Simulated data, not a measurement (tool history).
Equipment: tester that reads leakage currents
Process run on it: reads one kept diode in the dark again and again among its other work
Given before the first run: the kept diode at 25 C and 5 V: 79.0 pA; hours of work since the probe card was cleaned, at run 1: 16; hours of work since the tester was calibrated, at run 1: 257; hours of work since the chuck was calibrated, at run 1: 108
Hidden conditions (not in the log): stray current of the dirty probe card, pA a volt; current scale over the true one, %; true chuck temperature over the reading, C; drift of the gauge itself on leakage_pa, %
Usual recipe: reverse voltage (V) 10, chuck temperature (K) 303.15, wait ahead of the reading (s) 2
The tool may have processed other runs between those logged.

| run | hour | reverse voltage (V) | chuck temperature (K) | wait ahead of the reading (s) | hours of work since the probe card was cleaned | hours of work since the tester was calibrated | hours of work since the chuck was calibrated | current that the tester gives (pA) |
|---|---|---|---|---|---|---|---|---|
| 1 | 0 | 10 | 303.15 | 2 | 16 | 257 | 108 | 166.9 |
| 2 | 31.8 | 10 | 303.15 | 2 | 35 | 276 | 127 | 166.19 |
| 3 | 53.4 | 10 | 303.15 | 2 | 48 | 289 | 140 | 167.22 |
| 4 | 83.9 | 10 | 303.15 | 2 | 66 | 307 | 158 | 166.91 |
| 5 | 114.6 | 10 | 303.15 | 8.47 | 84 | 325 | 176 | 166.33 |
| 6 | 133.9 | 10 | 303.15 | 2 | 96 | 337 | 188 | 167.55 |
| 7 | 158.4 | 10 | 303.15 | 2 | 110 | 351 | 202 | 168.19 |
| 8 | 178.6 | 10 | 303.15 | 2 | 122 | 363 | 214 | 167.6 |
| 9 | 209.6 | 10 | 303.15 | 2 | 141 | 382 | 233 | 167.05 |
| 10 | 235.4 | 10 | 303.15 | 2 | 156 | 397 | 248 | 166.41 |
| 11 | 257.6 | 10 | 303.15 | 0.97 | 169 | 410 | 261 | 167.25 |
| 12 | 280.1 | 10 | 303.15 | 0.97 | 183 | 424 | 275 | 167.13 |
| 13 | 304.9 | 10 | 303.15 | 0.97 | 198 | 438 | 289 | 166.27 |
| 14 | 327.7 | 10 | 303.15 | 0.97 | 211 | 452 | 303 | 166.74 |
| 15 | 343.1 | 10 | 303.15 | 0.97 | 220 | 461 | 312 | 167.47 |
| 16 | 371.1 | 10 | 303.15 | 2 | 237 | 478 | 329 | 167.81 |
| 17 | 385.5 | 10 | 303.15 | 2 | 246 | 486 | 338 | 167.28 |
| 18 | 416.7 | 10 | 303.15 | 2 | 264 | 505 | 356 | 166.67 |
| 19 | 436.1 | 10 | 303.15 | 2 | 276 | 517 | 368 | 166.86 |
| 20 | 462.4 | 10 | 303.15 | 2 | 292 | 532 | 383 | 167.7 |

Expected results for the next run?
| 21 | 486.1 | 3 | 303.15 | 2 | 306 | 546 | 397 | ? |

Run 21 came out at current that the tester gives (pA) 104.15.
On a tool with no hidden condition, and with the same random variation, this run would have come out at current that the tester gives (pA) 104.16.

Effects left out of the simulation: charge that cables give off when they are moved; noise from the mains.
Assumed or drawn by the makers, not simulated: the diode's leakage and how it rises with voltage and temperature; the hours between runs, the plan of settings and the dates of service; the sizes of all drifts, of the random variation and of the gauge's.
